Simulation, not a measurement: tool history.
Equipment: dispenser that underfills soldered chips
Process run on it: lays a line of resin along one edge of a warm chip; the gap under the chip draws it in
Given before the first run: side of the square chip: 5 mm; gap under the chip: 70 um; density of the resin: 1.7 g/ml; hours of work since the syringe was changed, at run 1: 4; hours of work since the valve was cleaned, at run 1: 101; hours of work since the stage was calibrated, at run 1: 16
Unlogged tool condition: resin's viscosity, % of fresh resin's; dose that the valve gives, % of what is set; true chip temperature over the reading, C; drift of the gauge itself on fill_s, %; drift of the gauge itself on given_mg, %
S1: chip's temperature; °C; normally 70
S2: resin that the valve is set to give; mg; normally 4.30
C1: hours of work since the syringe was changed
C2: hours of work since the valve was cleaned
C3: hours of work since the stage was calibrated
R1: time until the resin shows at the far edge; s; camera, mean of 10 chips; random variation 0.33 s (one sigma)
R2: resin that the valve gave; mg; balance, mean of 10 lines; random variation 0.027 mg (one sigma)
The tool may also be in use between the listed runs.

run	hour	S1	S2	C1	C2	C3	R1	R2
1	0.0	70	4.30	4	101	16	15.8	4.12
# hour 7.6: new syringe of resin
2	13.9	70	4.30	5	111	26	15.5	4.12
# hour 20.6: new syringe of resin
3	27.7	64	4.30	5	121	36	19.3	4.09
# hour 33.8: new syringe of resin
4	36.1	64	4.30	2	128	42	16.8	4.12
5	45.2	64	4.30	9	134	49	22.3	4.06
# hour 47.3: new syringe of resin
6	57.0	64	4.30	7	143	58	21.3	4.12
# hour 59.9: dispensing valve cleaned and set on the balance
# hour 60.9: new syringe of resin
7	67.3	64	4.30	5	5	65	18.8	4.28
# hour 73.7: new syringe of resin
8	79.6	70	4.30	4	14	74	15.5	4.33
# hour 86.8: new syringe of resin
9	86.8	70	4.36	0	20	79	13.0	4.34
10	97.2	70	4.30	8	28	87	17.3	4.28
# hour 99.8: new syringe of resin
11	107.8	70	4.30	6	35	95	15.6	4.23
# hour 113.4: new syringe of resin
12	115.7	70	4.30	2	41	101	14.0	4.21
# hour 127.0: new syringe of resin
13	128.9	70	4.30	1	51	110	13.1	4.23
14	138.2	63	4.30	9	58	117	22.2	4.20
# hour 139.8: new syringe of resin
15	150.9	63	4.30	8	67	127	21.9	4.23
# hour 152.8: new syringe of resin
16	162.1	70	4.30	7	76	135	16.1	4.21
# hour 165.8: new syringe of resin
17	171.4	70	4.30	4	82	142	14.9	4.20
# hour 179.1: new syringe of resin
18	184.3	62	4.05	4	92	151	19.5	3.92
# hour 192.3: new syringe of resin
19	196.6	57	5.03	3	101	160	21.4	4.84
# hour 204.8: new syringe of resin
20	205.3	73	4.30	0	107	167	11.8	4.13
# hour 217.4: new syringe of resin
21	218.1	63	4.90	1	117	176	16.1	4.72
22	225.8	70	4.23	6	123	182	15.4	4.05
# hour 229.9: new syringe of resin
23	234.8	70	4.23	4	129	189	14.7	4.07
# hour 242.5: new syringe of resin
24	247.6	62	4.30	4	139	198	19.5	4.01
# hour 255.2: new syringe of resin
# hour 257.5: dispensing valve cleaned and set on the balance
25	259.3	62	4.30	2	1	206	18.1	4.26
# hour 269.2: new syringe of resin
26	273.1	62	4.30	3	12	216	18.6	4.28
# hour 282.7: new syringe of resin
27	283.8	59	4.70	1	19	224	18.6	4.61
# hour 295.4: new syringe of resin
28	296.5	59	4.70	1	29	234	19.2	4.68
# hour 308.1: new syringe of resin
29	310.6	62	4.05	2	39	244	18.0	3.92
# hour 321.3: new syringe of resin
30	323.0	62	4.16	1	48	253	17.9	4.06
31	329.3	62	3.70	6	53	258	21.5	3.62
# hour 334.1: new syringe of resin
32	335.8	58	4.93	1	58	263	19.3	4.85
33	343.8	57	5.13	7	64	269	25.2	5.02
# hour 347.0: new syringe of resin
34	351.0	56	4.37	3	69	274	22.5	4.26

Results per run with the tool's hidden condition removed, run-to-run variation unchanged:
run	R1	R2
1	13.5	4.26
2	12.9	4.27
3	16.0	4.25
4	15.8	4.30
5	16.5	4.25
6	16.4	4.32
7	16.1	4.28
8	13.5	4.34
9	13.1	4.37
10	13.3	4.32
11	12.9	4.28
12	13.2	4.27
13	12.5	4.30
14	16.6	4.29
15	16.6	4.33
16	12.9	4.32
17	13.1	4.32
18	17.6	4.05
19	19.7	5.02
20	12.0	4.29
21	16.6	4.92
22	12.8	4.23
23	13.5	4.26
24	17.7	4.22
25	17.2	4.26
26	17.4	4.29
27	18.9	4.64
28	19.5	4.72
29	17.6	3.98
30	17.8	4.13
31	18.0	3.69
32	19.5	4.95
33	20.8	5.13
34	21.1	4.36
